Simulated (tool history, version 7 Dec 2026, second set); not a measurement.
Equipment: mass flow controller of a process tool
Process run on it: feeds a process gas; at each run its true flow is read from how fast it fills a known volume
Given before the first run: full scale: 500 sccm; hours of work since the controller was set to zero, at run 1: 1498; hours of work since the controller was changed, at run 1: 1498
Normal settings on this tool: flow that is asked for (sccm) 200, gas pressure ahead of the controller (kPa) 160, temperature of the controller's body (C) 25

run     day  flow that is asked for (sccm)  gas pressure ahead of the controller (kPa)  temperature of the controller's body (C)  hours of work since the controller was set to zero  hours of work since the controller was changed  true flow (%)
  1   0.000                            200                                         160                                        25                                                1498                                            1498          97.82
  2   4.104                            200                                         160                                        25                                                1532                                            1532          97.68
  3   7.338                            200                                         160                                        25                                                1560                                            1560          97.59
  4  11.246                            200                                         160                                        25                                                1592                                            1592          97.62
  5  14.429                            200                                         160                                        25                                                1619                                            1619          97.51
  6  17.925                            493                                         160                                        25                                                1648                                            1648          98.72
  7  20.346                            493                                         160                                        25                                                1669                                            1669          98.69
  8  24.296                            281                                         157                                        26                                                1702                                            1702          97.91
  9  28.604                            394                                         160                                        27                                                1738                                            1738          98.06
 10  33.521                             50                                         160                                        22                                                1779                                            1779          94.66
 11  37.912                            248                                         160                                        25                                                1816                                            1816          97.53
 12  43.179                            248                                         160                                        25                                                1860                                            1860          97.60
 13  45.654                            248                                         160                                        25                                                1881                                            1881          97.68

3 options for the next run, each taken on its own from the tool as it stands now. Forecast them:
  A  49.462                            200                                         267                                        25                                                1913                                            1913              ?
  B  49.462                             86                                         182                                        25                                                1913                                            1913              ?
  C  49.462                            221                                         156                                        23                                                1913                                            1913              ?

run  true flow (%)
  A          96.96
  B          95.83
  C          97.51
Stripped of hidden state, with their random variation kept, the same runs would have yielded:
run  true flow (%)
  A          99.09
  B          99.11
  C          99.56
